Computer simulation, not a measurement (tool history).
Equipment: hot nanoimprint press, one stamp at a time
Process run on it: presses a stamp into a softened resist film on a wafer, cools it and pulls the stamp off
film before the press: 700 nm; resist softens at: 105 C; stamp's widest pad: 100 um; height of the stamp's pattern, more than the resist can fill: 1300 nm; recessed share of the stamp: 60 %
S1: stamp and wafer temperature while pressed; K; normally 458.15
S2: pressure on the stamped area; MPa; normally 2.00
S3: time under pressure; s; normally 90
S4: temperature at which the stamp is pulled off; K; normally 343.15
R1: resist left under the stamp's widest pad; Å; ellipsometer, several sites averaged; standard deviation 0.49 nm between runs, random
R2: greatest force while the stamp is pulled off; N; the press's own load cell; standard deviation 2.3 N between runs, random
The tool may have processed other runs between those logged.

Run 1, day 0.000: usual settings. Result: R1 3284 Å, R2 170 N.
At day 0.683: stamp cleaned and given a new release coat.
Run 2, day 0.775: usual settings. Result: R1 3280 Å, R2 143 N.
Run 3, day 1.171: usual settings. Result: R1 3274 Å, R2 148 N.
Run 4, day 1.538: usual settings but S4 333.15 K. Result: R1 3288 Å, R2 172 N.
Run 5, day 1.854: usual settings but S4 330.15 K. Result: R1 3272 Å, R2 182 N.
Run 6, day 2.329: usual settings but S4 330.15 K. Result: R1 3284 Å, R2 178 N.
Run 7, day 2.675: usual settings but S4 330.15 K. Result: R1 3283 Å, R2 176 N.
Run 8, day 3.154: usual settings but S3 113 s, S4 330.15 K. Result: R1 3015 Å, R2 179 N.
Run 9, day 3.583: usual settings but S3 113 s, S4 330.15 K. Result: R1 3021 Å, R2 180 N.
Run 10, day 3.992: usual settings but S3 113 s, S4 330.15 K. Result: R1 3017 Å, R2 178 N.
Run 11, day 4.392: usual settings but S3 113 s, S4 330.15 K. Result: R1 3013 Å, R2 180 N.
At day 4.567: plate thermocouple calibrated.
Run 12, day 5.054: usual settings but S3 113 s, S4 330.15 K. Result: R1 3019 Å, R2 182 N.
Run 13, day 5.600: usual settings but S3 128 s, S4 330.15 K. Result: R1 2875 Å, R2 180 N.
Run 14, day 5.850: usual settings but S1 468.15 K, S3 128 s, S4 330.15 K. Result: R1 2136 Å, R2 184 N.
Run 15, day 6.254: usual settings but S1 468.15 K, S3 128 s, S4 330.15 K. Result: R1 2135 Å, R2 183 N.
Run 16, day 6.838: usual settings but S1 466.15 K, S2 2.23 MPa, S3 143 s, S4 336.15 K. Result: R1 2047 Å, R2 170 N.
At day 7.012: plate thermocouple calibrated, once more.
Run 17, day 7.442: usual settings but S2 3.12 MPa, S4 344.15 K. Result: R1 2633 Å, R2 149 N.
Run 18, day 7.754: usual settings but S2 3.12 MPa, S4 344.15 K. Result: R1 2628 Å, R2 152 N.
Run 19, day 8.242: usual settings but S2 3.12 MPa, S4 344.15 K. Result: R1 2627 Å, R2 153 N.
Run 20, day 8.725: usual settings but S2 1.24 MPa, S3 52 s, S4 334.15 K. Result: R1 4730 Å, R2 178 N.
Run 21, day 9.188: usual settings but S1 454.15 K, S2 1.21 MPa, S3 52 s. Result: R1 5151 Å, R2 160 N.
Run 22, day 9.442: usual settings but S1 454.15 K, S2 1.21 MPa, S3 52 s. Result: R1 5150 Å, R2 160 N.
Run 23, day 9.912: usual settings but S3 60 s. Result: R1 3750 Å, R2 155 N.
Run 24, day 10.467: usual settings but S1 449.15 K, S4 334.15 K. Result: R1 4240 Å, R2 179 N.
Run 25, day 10.967: usual settings but S1 449.15 K, S4 334.15 K. Result: R1 4227 Å, R2 183 N.

Run 26, settings as shown, results not yet in. Your forecast:
Run 26, day 11.242: usual settings but S1 466.15 K, S4 329.15 K. Result: R1 ?, R2 ?.

{"run 26": {"R1": 2587, "R2": 192}}
On a tool with no hidden condition, and with the same random variation, this run would have come out at R1 2588 Å, R2 178 N.
